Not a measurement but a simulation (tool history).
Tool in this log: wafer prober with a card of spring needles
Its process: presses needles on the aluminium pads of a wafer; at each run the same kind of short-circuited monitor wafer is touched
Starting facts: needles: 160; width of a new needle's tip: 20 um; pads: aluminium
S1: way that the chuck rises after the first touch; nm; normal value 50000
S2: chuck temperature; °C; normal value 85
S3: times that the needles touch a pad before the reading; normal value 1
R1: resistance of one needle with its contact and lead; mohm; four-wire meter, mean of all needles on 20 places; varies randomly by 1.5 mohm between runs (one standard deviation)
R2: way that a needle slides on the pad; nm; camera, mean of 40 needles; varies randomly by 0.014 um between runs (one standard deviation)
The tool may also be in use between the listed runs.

run 1 hour=0.0 | S1=50000 S2=85 S3=1 | R1=210 R2=7780
run 2 hour=4.9 | S1=54000 S2=85 S3=1 | R1=244 R2=8420
-- hour=9.0 tips cleaned on abrasive film
run 3 hour=9.0 | S1=54000 S2=85 S3=1 | R1=150 R2=8390
run 4 hour=17.8 | S1=54000 S2=85 S3=1 | R1=239 R2=8430
-- hour=22.4 tips cleaned on abrasive film
run 5 hour=25.6 | S1=54000 S2=85 S3=1 | R1=183 R2=8380
run 6 hour=34.0 | S1=50000 S2=85 S3=1 | R1=275 R2=7770
-- hour=35.4 tips cleaned on abrasive film
run 7 hour=41.6 | S1=50000 S2=79 S3=1 | R1=226 R2=7780
run 8 hour=46.6 | S1=50000 S2=79 S3=1 | R1=273 R2=7750
-- hour=48.5 tips cleaned on abrasive film
run 9 hour=54.0 | S1=50000 S2=79 S3=1 | R1=217 R2=7750
-- hour=61.5 tips cleaned on abrasive film
run 10 hour=61.5 | S1=50000 S2=79 S3=1 | R1=149 R2=7740
run 11 hour=71.0 | S1=50000 S2=79 S3=1 | R1=261 R2=7760
-- hour=74.7 tips cleaned on abrasive film
run 12 hour=78.2 | S1=50000 S2=85 S3=1 | R1=207 R2=7720
run 13 hour=84.5 | S1=50000 S2=85 S3=2 | R1=216 R2=7720
-- hour=87.7 tips cleaned on abrasive film
run 14 hour=93.9 | S1=50000 S2=85 S3=2 | R1=200 R2=7710
run 15 hour=98.7 | S1=50000 S2=85 S3=2 | R1=218 R2=7710
-- hour=100.9 tips cleaned on abrasive film
run 16 hour=103.1 | S1=50000 S2=91 S3=2 | R1=167 R2=7700
run 17 hour=110.5 | S1=50000 S2=91 S3=2 | R1=211 R2=7680
-- hour=114.2 tips cleaned on abrasive film
run 18 hour=117.2 | S1=50000 S2=91 S3=2 | R1=175 R2=7700
run 19 hour=124.6 | S1=50000 S2=91 S3=2 | R1=223 R2=7670
-- hour=127.1 tips cleaned on abrasive film
run 20 hour=129.4 | S1=50000 S2=42 S3=2 | R1=163 R2=7670
run 21 hour=137.6 | S1=33000 S2=26 S3=1 | R1=447 R2=4990
-- hour=140.2 tips cleaned on abrasive film
run 22 hour=146.2 | S1=40000 S2=101 S3=1 | R1=292 R2=6110
run 23 hour=150.1 | S1=40000 S2=101 S3=1 | R1=342 R2=6100
-- hour=152.9 tips cleaned on abrasive film
run 24 hour=156.6 | S1=59000 S2=54 S3=2 | R1=166 R2=9060
run 25 hour=162.8 | S1=59000 S2=54 S3=2 | R1=191 R2=9100
-- hour=165.9 tips cleaned on abrasive film
run 26 hour=168.7 | S1=40000 S2=35 S3=2 | R1=199 R2=6090
run 27 hour=176.4 | S1=40000 S2=35 S3=2 | R1=278 R2=6060
-- hour=178.7 tips cleaned on abrasive film
run 28 hour=184.9 | S1=58000 S2=35 S3=2 | R1=177 R2=8880
run 29 hour=189.6 | S1=58000 S2=35 S3=2 | R1=195 R2=8910
-- hour=191.5 tips cleaned on abrasive film
run 30 hour=194.6 | S1=53000 S2=85 S3=1 | R1=194 R2=8090
-- hour=201.7 height of the first contact set anew
run 31 hour=203.6 | S1=40000 S2=31 S3=2 | R1=269 R2=6310
-- hour=205.0 tips cleaned on abrasive film
run 32 hour=211.7 | S1=40000 S2=31 S3=2 | R1=227 R2=6270
-- hour=218.1 tips cleaned on abrasive film
run 33 hour=219.2 | S1=42000 S2=85 S3=1 | R1=191 R2=6610

Here are 3 independent what-if runs from the current tool condition. What would each one return?
run A hour=228.0 | S1=43000 S2=40 S3=2 | R1=? R2=?
run B hour=228.0 | S1=35000 S2=31 S3=1 | R1=? R2=?
run C hour=228.0 | S1=48000 S2=91 S3=3 | R1=? R2=?

run=A R1=247 R2=6750
run=B R1=405 R2=5480
run=C R1=192 R2=7520
With the hidden condition removed and each run's random variation left untouched, the same runs would have given:
run=A R1=140 R2=6770
run=B R1=141 R2=5510
run=C R1=144 R2=7540

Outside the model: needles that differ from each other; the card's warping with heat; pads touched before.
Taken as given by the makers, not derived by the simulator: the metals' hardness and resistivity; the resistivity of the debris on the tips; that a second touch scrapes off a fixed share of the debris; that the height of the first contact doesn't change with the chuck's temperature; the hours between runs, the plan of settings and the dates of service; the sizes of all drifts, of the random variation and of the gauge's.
